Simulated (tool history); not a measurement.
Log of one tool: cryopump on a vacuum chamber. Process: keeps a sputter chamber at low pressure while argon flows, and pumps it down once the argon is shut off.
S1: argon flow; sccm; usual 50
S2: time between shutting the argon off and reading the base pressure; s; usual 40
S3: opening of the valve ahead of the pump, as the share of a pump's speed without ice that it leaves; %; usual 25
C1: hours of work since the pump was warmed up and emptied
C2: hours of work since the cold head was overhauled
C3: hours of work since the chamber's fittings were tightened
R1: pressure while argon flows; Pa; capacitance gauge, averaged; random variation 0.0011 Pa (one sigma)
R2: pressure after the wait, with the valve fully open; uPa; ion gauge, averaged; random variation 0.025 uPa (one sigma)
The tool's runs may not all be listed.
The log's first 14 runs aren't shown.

Run 15, hour 250: usual settings; C1 472; C2 472; C3 1407. Result: R1 0.2425 Pa, R2 2.48 uPa.
Run 16, hour 262.2: usual settings; C1 482; C2 482; C3 1418. Result: R1 0.2457 Pa, R2 2.64 uPa.
Run 17, hour 275.3: usual settings but S3 17 %; C1 493; C2 493; C3 1428. Result: R1 0.3562 Pa, R2 2.59 uPa.
Run 18, hour 289.3: usual settings but S1 77 sccm, S2 221 s, S3 55 %; C1 505; C2 505; C3 1440. Result: R1 0.1808 Pa, R2 2 uPa.
Run 19, hour 310: usual settings but S1 77 sccm, S2 221 s, S3 55 %; C1 522; C2 522; C3 1457. Result: R1 0.1811 Pa, R2 1.98 uPa.
Run 20, hour 325.6: usual settings but S2 101 s; C1 535; C2 535; C3 1470. Result: R1 0.2447 Pa, R2 2.16 uPa.
Run 21, hour 347.2: usual settings but S2 22 s, S3 23 %; C1 553; C2 553; C3 1488. Result: R1 0.2662 Pa, R2 3.35 uPa.
Run 22, hour 356.8: usual settings but S2 22 s, S3 23 %; C1 561; C2 561; C3 1496. Result: R1 0.265 Pa, R2 3.26 uPa.
Run 23, hour 368.2: usual settings but S1 24 sccm, S3 43 %; C1 571; C2 571; C3 1506. Result: R1 0.0705 Pa, R2 2.68 uPa.
Run 24, hour 381.1: usual settings but S2 26 s, S3 18 %; C1 581; C2 581; C3 1516. Result: R1 0.3378 Pa, R2 3.11 uPa.
Run 25, hour 401.4: usual settings but S2 108 s, S3 18 %; C1 598; C2 598; C3 1533. Result: R1 0.3384 Pa, R2 2.22 uPa.
Run 26, hour 423: usual settings but S1 78 sccm, S2 141 s, S3 23 %; C1 616; C2 616; C3 1551. Result: R1 0.4192 Pa, R2 2.33 uPa.
Run 27, hour 445.6: usual settings but S1 78 sccm, S2 141 s, S3 23 %; C1 635; C2 635; C3 1570. Result: R1 0.4174 Pa, R2 2.28 uPa.
Run 28, hour 462.7: usual settings but S1 78 sccm, S2 141 s, S3 23 %; C1 649; C2 649; C3 1584. Result: R1 0.4191 Pa, R2 2.36 uPa.
Run 29, hour 485.2: usual settings but S1 28 sccm, S2 89 s, S3 42 %; C1 668; C2 668; C3 1603. Result: R1 0.0864 Pa, R2 2.49 uPa.
Run 30, hour 500.7: usual settings but S1 24 sccm, S2 287 s, S3 23 %; C1 681; C2 681; C3 1616. Result: R1 0.1291 Pa, R2 2.27 uPa.
Run 31, hour 518.7: usual settings but S1 32 sccm, S2 287 s, S3 47 %; C1 696; C2 696; C3 1631. Result: R1 0.0898 Pa, R2 2.33 uPa.
Run 32, hour 532.5: usual settings but S3 39 %; C1 707; C2 707; C3 1642. Result: R1 0.1651 Pa, R2 3.07 uPa.
Run 33, hour 542.2: usual settings but S3 39 %; C1 715; C2 715; C3 1650. Result: R1 0.1671 Pa, R2 3.09 uPa.
Run 34, hour 555.2: usual settings but S3 39 %; C1 726; C2 726; C3 1661. Result: R1 0.1655 Pa, R2 3.16 uPa.

Forecast each of these 3 alternatives for the next run:
Run A, hour 577.5: usual settings but S1 24 sccm, S2 198 s, S3 48 %; C1 745; C2 745; C3 1680. Result: R1 ?, R2 ?.
Run B, hour 577.5: usual settings but S2 26 s, S3 18 %; C1 745; C2 745; C3 1680. Result: R1 ?, R2 ?.
Run C, hour 577.5: usual settings but S1 21 sccm, S2 152 s, S3 42 %; C1 745; C2 745; C3 1680. Result: R1 ?, R2 ?.

run      R1    R2
  A  0.0671   2.4
  B  0.3424  3.56
  C  0.0658  2.55
Without the tool's hidden state the same runs would have given:
run      R1    R2
  A  0.0583  0.35
  B   0.324  1.43
  C  0.0581  0.42

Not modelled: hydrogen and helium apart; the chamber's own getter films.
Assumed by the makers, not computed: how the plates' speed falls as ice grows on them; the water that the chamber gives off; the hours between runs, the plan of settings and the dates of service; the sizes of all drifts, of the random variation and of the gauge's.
